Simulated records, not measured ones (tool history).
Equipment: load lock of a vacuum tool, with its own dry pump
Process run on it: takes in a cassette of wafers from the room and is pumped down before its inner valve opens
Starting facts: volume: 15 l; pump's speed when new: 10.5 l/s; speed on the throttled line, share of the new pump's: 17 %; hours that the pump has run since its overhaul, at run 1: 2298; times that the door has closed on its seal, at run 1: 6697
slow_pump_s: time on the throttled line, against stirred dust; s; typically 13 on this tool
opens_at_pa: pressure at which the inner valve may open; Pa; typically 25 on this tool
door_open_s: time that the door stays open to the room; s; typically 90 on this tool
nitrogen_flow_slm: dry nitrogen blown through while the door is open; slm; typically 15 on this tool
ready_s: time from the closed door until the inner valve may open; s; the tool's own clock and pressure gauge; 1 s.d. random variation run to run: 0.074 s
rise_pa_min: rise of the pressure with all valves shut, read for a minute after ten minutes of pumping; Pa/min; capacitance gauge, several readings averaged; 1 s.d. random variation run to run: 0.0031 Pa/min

run,day,slow_pump_s,opens_at_pa,door_open_s,nitrogen_flow_slm,hours that the pump has run since its overhaul,times that the door has closed on its seal,"incoming humidity of the room's air, %",ready_s,rise_pa_min
1,0.000,13,25,90,15,2298,6697,47.5,22.70,0.109
2,16.133,13,25,90,15,2685,8067,48.1,23.03,0.128
3,31.842,8,25,90,15,3062,9401,43.4,18.90,0.131
4,50.538,8,25,90,15,3511,10989,41.1,18.85,0.140
5,63.633,8,25,90,7,3825,12101,41.9,19.13,0.167
6,73.883,13,25,134,15,4071,12971,44.8,23.01,0.178
7,83.908,13,24,90,15,4312,13823,46.4,23.25,0.181
8,96.312,13,25,90,15,4609,14876,44.0,23.07,0.187
9,105.667,13,25,30,15,4834,15670,46.5,23.25,0.179
10,125.121,13,25,30,15,5301,17322,43.4,23.14,0.202
11,134.204,13,25,30,15,5519,18094,44.4,23.13,0.212
12,152.633,13,25,30,15,5961,19659,43.7,23.27,0.235
13,168.842,13,25,30,15,6350,21035,48.7,23.29,0.258
14,184.317,13,25,30,15,6721,22349,41.5,23.39,0.273
15,200.083,13,25,30,15,7100,23688,43.4,23.46,0.293
16,211.479,13,25,30,15,7373,24656,45.2,23.40,0.315
17,230.796,13,25,30,15,7837,26296,44.8,23.43,0.342
18,248.638,13,25,30,16,8265,27812,44.1,23.38,0.357
19,266.700,13,25,33,15,8699,29346,43.5,23.56,0.388
20,280.217,13,25,33,15,9023,30493,46.5,23.53,0.407
21,290.317,8,25,90,15,9265,31351,43.5,19.57,0.447
22,300.154,8,25,90,15,9502,32187,45.3,19.62,0.468
23,319.333,9,23,90,15,9962,33816,41.1,20.65,0.504
# day 323.492: door's seal changed, seat wiped
24,327.717,9,23,90,15,10162,359,49.8,20.50,0.058
25,338.588,9,23,90,10,10422,1282,48.7,20.62,0.068
26,348.867,12,49,90,10,10669,2155,44.9,21.83,0.075
27,361.925,12,49,90,16,10983,3264,44.5,21.82,0.065
28,377.596,12,33,54,16,11359,4595,41.7,22.56,0.062
29,397.262,22,43,54,5,11831,6265,46.6,30.21,0.090
30,415.442,20,43,45,4,12267,7809,46.5,28.74,0.096
31,431.008,7,21,220,23,12641,9131,47.9,19.42,0.121
32,443.471,13,25,173,7,12940,10189,45.0,24.01,0.158
33,456.458,13,25,87,38,13251,11292,44.5,24.00,0.102
34,465.425,13,25,87,38,13467,12054,41.6,24.09,0.107
35,482.833,25,19,87,38,13884,13532,47.1,34.24,0.124
36,494.496,15,19,80,35,14164,14522,43.9,26.12,0.131

Difference, measured minus no-hidden-state, one row per run. Run-to-run variation is common to both terms; the gauge's own scatter need not be:
What the log doesn't record here: pump's speed, % of a new pump's; leak at the door's seal, Pa l/s; drift of the gauge itself on ready_s, %; drift of the gauge itself on rise_pa_min, %.
run,ready_s,rise_pa_min
1,+0.26,+0.058
2,+0.29,+0.068
3,+0.37,+0.080
4,+0.41,+0.094
5,+0.44,+0.104
6,+0.43,+0.113
7,+0.46,+0.126
8,+0.48,+0.134
9,+0.51,+0.147
10,+0.55,+0.169
11,+0.57,+0.179
12,+0.61,+0.198
13,+0.65,+0.222
14,+0.68,+0.240
15,+0.72,+0.261
16,+0.75,+0.284
17,+0.80,+0.311
18,+0.84,+0.331
19,+0.89,+0.354
20,+0.93,+0.376
21,+1.04,+0.400
22,+1.07,+0.417
23,+1.11,+0.456
24,+1.14,+0.002
25,+1.17,+0.006
26,+1.01,+0.009
27,+1.03,+0.014
28,+1.15,+0.021
29,+0.93,+0.034
30,+1.01,+0.042
31,+1.49,+0.054
32,+1.35,+0.061
33,+1.38,+0.072
34,+1.42,+0.078
35,+1.21,+0.094
36,+1.51,+0.105

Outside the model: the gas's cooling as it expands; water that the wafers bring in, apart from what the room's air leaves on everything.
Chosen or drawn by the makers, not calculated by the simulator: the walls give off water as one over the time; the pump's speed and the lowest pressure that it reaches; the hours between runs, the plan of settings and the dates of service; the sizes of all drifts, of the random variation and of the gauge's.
